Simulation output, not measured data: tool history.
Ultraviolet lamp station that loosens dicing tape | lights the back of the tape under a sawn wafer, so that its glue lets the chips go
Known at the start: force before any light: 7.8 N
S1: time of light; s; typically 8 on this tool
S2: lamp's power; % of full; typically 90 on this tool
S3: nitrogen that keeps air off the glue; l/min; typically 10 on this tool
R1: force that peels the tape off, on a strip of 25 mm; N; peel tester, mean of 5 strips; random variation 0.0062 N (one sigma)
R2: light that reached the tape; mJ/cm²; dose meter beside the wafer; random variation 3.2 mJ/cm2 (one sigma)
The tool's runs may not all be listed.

run 1 day=0 | S1=8 S2=90 S3=10 | R1=0.252 R2=438
run 2 day=0.871 | S1=8 S2=90 S3=10 | R1=0.257 R2=438
run 3 day=1.75 | S1=8 S2=90 S3=10 | R1=0.25 R2=438
run 4 day=2.375 | S1=8 S2=90 S3=10 | R1=0.257 R2=439
run 5 day=2.792 | S1=15 S2=90 S3=10 | R1=0.066 R2=818
run 6 day=3.225 | S1=15 S2=90 S3=10 | R1=0.062 R2=823
run 7 day=3.708 | S1=15 S2=90 S3=10 | R1=0.058 R2=811
run 8 day=4.392 | S1=15 S2=90 S3=10 | R1=0.073 R2=810
run 9 day=4.883 | S1=15 S2=90 S3=10 | R1=0.066 R2=810
run 10 day=5.733 | S1=15 S2=90 S3=10 | R1=0.067 R2=818
-- day=5.958 window cleaned of glue's vapour
run 11 day=6.679 | S1=8 S2=65 S3=10 | R1=0.689 R2=301
run 12 day=7.246 | S1=5 S2=90 S3=10 | R1=0.942 R2=261
run 13 day=7.733 | S1=5 S2=90 S3=10 | R1=0.964 R2=262
run 14 day=8.471 | S1=8 S2=90 S3=10 | R1=0.295 R2=413
run 15 day=9.25 | S1=8 S2=96 S3=10 | R1=0.259 R2=440
run 16 day=9.667 | S1=8 S2=96 S3=9 | R1=0.279 R2=443
-- day=10.096 window cleaned of glue's vapour, once more
run 17 day=10.338 | S1=8 S2=96 S3=9 | R1=0.218 R2=480
run 18 day=11.196 | S1=8 S2=96 S3=9 | R1=0.227 R2=468
run 19 day=11.983 | S1=8 S2=79 S3=6 | R1=0.556 R2=389
run 20 day=12.783 | S1=8 S2=79 S3=6 | R1=0.537 R2=386
run 21 day=13.25 | S1=8 S2=89 S3=4 | R1=0.553 R2=436
run 22 day=13.796 | S1=8 S2=89 S3=4 | R1=0.54 R2=431
run 23 day=14.288 | S1=8 S2=72 S3=4 | R1=0.854 R2=348
run 24 day=15.088 | S1=8 S2=72 S3=4 | R1=0.922 R2=347
run 25 day=15.662 | S1=8 S2=72 S3=4 | R1=0.935 R2=346
run 26 day=16.275 | S1=7 S2=75 S3=10 | R1=0.6 R2=312

Run 27 comes next. What will it give?
run 27 day=16.771 | S1=8 S2=90 S3=10 | R1=? R2=?

Run 27 produced R1 0.275 N, R2 428 mJ/cm².
Take away the tool's hidden state, keep the run-to-run variation as it was, and the same run would have given R1 0.187 N, R2 491 mJ/cm².
